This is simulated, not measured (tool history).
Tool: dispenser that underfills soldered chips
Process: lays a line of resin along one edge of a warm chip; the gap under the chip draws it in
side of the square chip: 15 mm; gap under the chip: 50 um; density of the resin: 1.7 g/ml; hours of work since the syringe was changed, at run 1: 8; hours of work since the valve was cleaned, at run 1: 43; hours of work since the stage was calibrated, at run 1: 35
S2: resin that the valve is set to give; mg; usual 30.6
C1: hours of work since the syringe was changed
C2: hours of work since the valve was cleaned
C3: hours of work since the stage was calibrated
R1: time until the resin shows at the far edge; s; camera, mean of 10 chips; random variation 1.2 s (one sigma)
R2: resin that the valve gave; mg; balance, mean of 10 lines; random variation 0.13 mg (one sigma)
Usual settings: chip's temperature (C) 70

Run 1, hour 0.0: usual settings; C1 8; C2 43; C3 35. Result: R1 179.8 s, R2 29.66 mg.
At hour 0.9: new syringe of resin.
Run 2, hour 3.8: usual settings but S2 38.4 mg; C1 2; C2 46; C3 38. Result: R1 127.2 s, R2 37.10 mg.
Run 3, hour 7.2: usual settings but S2 38.4 mg; C1 5; C2 49; C3 40. Result: R1 150.5 s, R2 37.06 mg.
At hour 10.0: dispensing valve cleaned and set on the balance.
At hour 12.6: new syringe of resin.
Run 4, hour 13.0: usual settings but S2 38.4 mg; C1 0; C2 2; C3 44. Result: R1 116.2 s, R2 38.43 mg.
Run 5, hour 15.4: usual settings but S2 38.4 mg; C1 2; C2 4; C3 46. Result: R1 128.2 s, R2 38.51 mg.
Run 6, hour 19.5: usual settings but S2 38.4 mg; C1 6; C2 7; C3 49. Result: R1 155.3 s, R2 38.14 mg.
At hour 23.4: new syringe of resin.
Run 7, hour 25.1: usual settings but S2 38.4 mg; C1 1; C2 12; C3 53. Result: R1 118.1 s, R2 38.33 mg.
Run 8, hour 27.7: usual settings but S2 38.4 mg; C1 4; C2 14; C3 56. Result: R1 133.0 s, R2 38.08 mg.
Run 9, hour 33.1: usual settings; C1 8; C2 18; C3 60. Result: R1 176.7 s, R2 30.18 mg.
At hour 34.2: new syringe of resin.
Run 10, hour 38.5: usual settings; C1 3; C2 22; C3 64. Result: R1 140.8 s, R2 29.95 mg.
Run 11, hour 43.6: usual settings but chip's temperature (C) 56; C1 7; C2 26; C3 68. Result: R1 354.6 s, R2 30.08 mg.
At hour 45.2: new syringe of resin.
Run 12, hour 48.1: usual settings but chip's temperature (C) 76; C1 2; C2 29; C3 71. Result: R1 100.1 s, R2 29.72 mg.
Run 13, hour 52.1: usual settings but chip's temperature (C) 76; C1 6; C2 33; C3 75. Result: R1 119.7 s, R2 29.66 mg.
At hour 56.0: new syringe of resin.
Run 14, hour 57.3: usual settings but chip's temperature (C) 76; C1 1; C2 37; C3 78. Result: R1 89.0 s, R2 29.74 mg.
Run 15, hour 62.0: usual settings but S2 28.9 mg; C1 5; C2 40; C3 82. Result: R1 146.4 s, R2 27.93 mg.
At hour 66.9: new syringe of resin.
Run 16, hour 66.9: usual settings but S2 28.9 mg; C1 0; C2 44; C3 86. Result: R1 116.5 s, R2 27.89 mg.
Run 17, hour 70.9: usual settings but S2 28.9 mg; C1 3; C2 47; C3 89. Result: R1 141.3 s, R2 27.69 mg.
At hour 75.4: dispensing valve cleaned and set on the balance.
Run 18, hour 76.9: usual settings; C1 7; C2 1; C3 93. Result: R1 174.0 s, R2 30.71 mg.
At hour 79.0: new syringe of resin.
Run 19, hour 79.7: usual settings; C1 1; C2 3; C3 95. Result: R1 119.6 s, R2 30.59 mg.
Run 20, hour 84.5: usual settings but chip's temperature (C) 76, S2 38.6 mg; C1 4; C2 7; C3 99. Result: R1 110.5 s, R2 38.33 mg.
Run 21, hour 89.1: usual settings but chip's temperature (C) 73; C1 8; C2 11; C3 103. Result: R1 156.8 s, R2 30.54 mg.
At hour 89.9: new syringe of resin.
Run 22, hour 92.0: usual settings but chip's temperature (C) 73; C1 2; C2 13; C3 105. Result: R1 109.9 s, R2 30.38 mg.
Run 23, hour 95.2: usual settings but chip's temperature (C) 84, S2 35.9 mg; C1 4; C2 15; C3 107. Result: R1 76.8 s, R2 35.48 mg.
Run 24, hour 100.1: usual settings but chip's temperature (C) 84, S2 35.9 mg; C1 8; C2 19; C3 111. Result: R1 92.9 s, R2 35.32 mg.
At hour 100.8: new syringe of resin.
Run 25, hour 106.2: usual settings but chip's temperature (C) 56, S2 27.6 mg; C1 4; C2 24; C3 116. Result: R1 294.0 s, R2 27.05 mg.
Run 26, hour 108.9: usual settings but chip's temperature (C) 56, S2 27.6 mg; C1 7; C2 26; C3 118. Result: R1 336.7 s, R2 26.91 mg.
At hour 111.7: new syringe of resin.
Run 27, hour 111.8: usual settings but chip's temperature (C) 66, S2 34.9 mg; C1 0; C2 28; C3 120. Result: R1 136.9 s, R2 34.00 mg.
Run 28, hour 115.8: usual settings but chip's temperature (C) 69; C1 3; C2 31; C3 123. Result: R1 144.5 s, R2 29.89 mg.
Run 29, hour 120.8: usual settings but chip's temperature (C) 69; C1 7; C2 35; C3 127. Result: R1 179.8 s, R2 29.61 mg.
At hour 122.4: new syringe of resin.
Run 30, hour 124.6: usual settings but chip's temperature (C) 71, S2 33.8 mg; C1 2; C2 38; C3 130. Result: R1 118.7 s, R2 32.76 mg.
Run 31, hour 128.8: usual settings but chip's temperature (C) 66, S2 27.3 mg; C1 5; C2 41; C3 133. Result: R1 190.0 s, R2 26.45 mg.
Run 32, hour 131.2: usual settings but chip's temperature (C) 62, S2 35.5 mg; C1 7; C2 43; C3 135. Result: R1 246.9 s, R2 34.42 mg.
At hour 133.1: new syringe of resin.
Run 33, hour 136.2: usual settings but chip's temperature (C) 62, S2 35.5 mg; C1 3; C2 47; C3 139. Result: R1 186.8 s, R2 34.01 mg.
At hour 140.7: dispensing valve cleaned and set on the balance.
Run 34, hour 143.0: usual settings but chip's temperature (C) 62, S2 35.5 mg; C1 7; C2 2; C3 144. Result: R1 245.7 s, R2 35.31 mg.
At hour 145.1: new syringe of resin.
Run 35, hour 147.8: usual settings but chip's temperature (C) 62, S2 35.5 mg; C1 2; C2 5; C3 147. Result: R1 183.8 s, R2 35.24 mg.

The same runs without the tool's hidden state, with the same run-to-run variation:
The hidden state here: resin's viscosity, % of fresh resin's; dose that the valve gives, % of what is set; true chip temperature over the reading, C; drift of the gauge itself on fill_s, %; drift of the gauge itself on given_mg, %.
run     R1     R2
  1  116.8  30.71
  2  111.6  38.50
  3  113.9  38.56
  4  115.0  38.52
  5  113.9  38.66
  6  115.0  38.39
  7  112.0  38.72
  8  112.2  38.53
  9  117.5  30.64
 10  117.3  30.52
 11  236.7  30.76
 12   87.4  30.50
 13   87.4  30.51
 14   85.2  30.69
 15  113.5  28.93
 16  115.4  28.97
 17  117.1  28.84
 18  116.6  30.70
 19  116.2  30.63
 20   87.1  38.51
 21  100.8  30.78
 22   99.6  30.68
 23   60.4  35.90
 24   58.8  35.87
 25  235.6  27.58
 26  238.9  27.48
 27  138.3  34.78
 28  121.6  30.67
 29  121.3  30.47
 30  108.7  33.80
 31  144.0  27.36
 32  168.8  35.68
 33  167.2  35.37
 34  170.8  35.44
 35  167.6  35.47
